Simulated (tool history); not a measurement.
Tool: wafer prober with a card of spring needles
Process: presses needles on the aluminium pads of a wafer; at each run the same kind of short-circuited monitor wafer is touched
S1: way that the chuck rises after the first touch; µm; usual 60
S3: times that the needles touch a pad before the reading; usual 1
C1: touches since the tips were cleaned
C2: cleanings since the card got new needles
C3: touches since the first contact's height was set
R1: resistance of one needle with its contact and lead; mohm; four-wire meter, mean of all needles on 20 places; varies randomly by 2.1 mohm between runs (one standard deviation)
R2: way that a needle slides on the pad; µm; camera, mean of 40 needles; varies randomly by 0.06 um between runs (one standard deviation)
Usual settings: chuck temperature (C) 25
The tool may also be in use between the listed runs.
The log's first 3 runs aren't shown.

-- day=1.717 tips cleaned on abrasive film
run 4 day=2.204 | S1=60 chuck_temperature_(C)=25 S3=1 | C1=2150 C2=54 C3=80656 | R1=312 R2=11.42
-- day=2.433 tips cleaned on abrasive film
-- day=3.133 tips cleaned on abrasive film
run 5 day=3.200 | S1=60 chuck_temperature_(C)=25 S3=1 | C1=296 C2=56 C3=84991 | R1=251 R2=11.35
-- day=3.817 tips cleaned on abrasive film
run 6 day=3.896 | S1=60 chuck_temperature_(C)=25 S3=1 | C1=363 C2=57 C3=88036 | R1=261 R2=11.48
-- day=4.508 tips cleaned on abrasive film
run 7 day=4.679 | S1=60 chuck_temperature_(C)=100 S3=1 | C1=759 C2=58 C3=91458 | R1=287 R2=11.49
-- day=5.175 tips cleaned on abrasive film
run 8 day=5.175 | S1=60 chuck_temperature_(C)=100 S3=1 | C1=0 C2=59 C3=93604 | R1=257 R2=11.36
-- day=5.679 height of the first contact set anew
-- day=5.912 tips cleaned on abrasive film
run 9 day=6.129 | S1=60 chuck_temperature_(C)=100 S3=1 | C1=956 C2=60 C3=1968 | R1=299 R2=11.29
-- day=6.625 tips cleaned on abrasive film
run 10 day=6.867 | S1=60 chuck_temperature_(C)=40 S3=1 | C1=1069 C2=61 C3=5194 | R1=288 R2=11.20
-- day=7.296 tips cleaned on abrasive film
run 11 day=7.333 | S1=60 chuck_temperature_(C)=40 S3=1 | C1=176 C2=62 C3=7225 | R1=253 R2=11.26
-- day=8.004 tips cleaned on abrasive film
run 12 day=8.192 | S1=60 chuck_temperature_(C)=25 S3=3 | C1=824 C2=63 C3=10970 | R1=248 R2=11.08
-- day=8.704 tips cleaned on abrasive film
run 13 day=9.046 | S1=47 chuck_temperature_(C)=25 S3=1 | C1=1504 C2=64 C3=14712 | R1=342 R2=8.71
-- day=9.417 tips cleaned on abrasive film
run 14 day=9.971 | S1=47 chuck_temperature_(C)=25 S3=1 | C1=2430 C2=65 C3=18758 | R1=402 R2=8.62
-- day=10.104 tips cleaned on abrasive film
-- day=10.512 height of the first contact set anew, once more
run 15 day=10.588 | S1=60 chuck_temperature_(C)=25 S3=1 | C1=2075 C2=66 C3=330 | R1=310 R2=11.84
-- day=10.812 tips cleaned on abrasive film
run 16 day=11.325 | S1=60 chuck_temperature_(C)=25 S3=3 | C1=2255 C2=67 C3=3546 | R1=262 R2=11.82
-- day=11.471 tips cleaned on abrasive film
run 17 day=11.775 | S1=60 chuck_temperature_(C)=25 S3=3 | C1=1334 C2=68 C3=5514 | R1=253 R2=11.73
-- day=12.150 tips cleaned on abrasive film
run 18 day=12.467 | S1=60 chuck_temperature_(C)=25 S3=3 | C1=1400 C2=69 C3=8532 | R1=257 R2=11.83
-- day=12.867 tips cleaned on abrasive film
run 19 day=13.008 | S1=60 chuck_temperature_(C)=25 S3=3 | C1=625 C2=70 C3=10899 | R1=245 R2=11.69
-- day=13.550 tips cleaned on abrasive film
run 20 day=13.908 | S1=60 chuck_temperature_(C)=44 S3=1 | C1=1571 C2=71 C3=14828 | R1=297 R2=11.73
-- day=14.233 tips cleaned on abrasive film
run 21 day=14.688 | S1=48 chuck_temperature_(C)=25 S3=1 | C1=2010 C2=72 C3=18240 | R1=362 R2=9.37
-- day=14.938 tips cleaned on abrasive film
run 22 day=15.508 | S1=48 chuck_temperature_(C)=25 S3=3 | C1=2521 C2=73 C3=21826 | R1=285 R2=9.36
-- day=15.646 tips cleaned on abrasive film
-- day=16.333 tips cleaned on abrasive film
run 23 day=16.467 | S1=60 chuck_temperature_(C)=44 S3=2 | C1=599 C2=75 C3=26003 | R1=257 R2=11.69
-- day=17.017 tips cleaned on abrasive film
run 24 day=17.062 | S1=60 chuck_temperature_(C)=31 S3=1 | C1=204 C2=76 C3=28605 | R1=245 R2=11.69
-- day=17.758 tips cleaned on abrasive film
run 25 day=17.862 | S1=60 chuck_temperature_(C)=31 S3=1 | C1=463 C2=77 C3=32092 | R1=259 R2=11.58
-- day=18.462 tips cleaned on abrasive film
run 26 day=18.867 | S1=60 chuck_temperature_(C)=67 S3=1 | C1=1765 C2=78 C3=36480 | R1=318 R2=11.65

Expected results for the next run?
-- day=19.142 tips cleaned on abrasive film
run 27 day=19.500 | S1=48 chuck_temperature_(C)=31 S3=2 | C1=1562 C2=79 C3=39247 | R1=? R2=?

{"run 27": {"R1": 299, "R2": 9.17}}
If the tool had no hidden condition, the same run with the same run-to-run variation would have returned R1 233 mohm, R2 9.36 µm.

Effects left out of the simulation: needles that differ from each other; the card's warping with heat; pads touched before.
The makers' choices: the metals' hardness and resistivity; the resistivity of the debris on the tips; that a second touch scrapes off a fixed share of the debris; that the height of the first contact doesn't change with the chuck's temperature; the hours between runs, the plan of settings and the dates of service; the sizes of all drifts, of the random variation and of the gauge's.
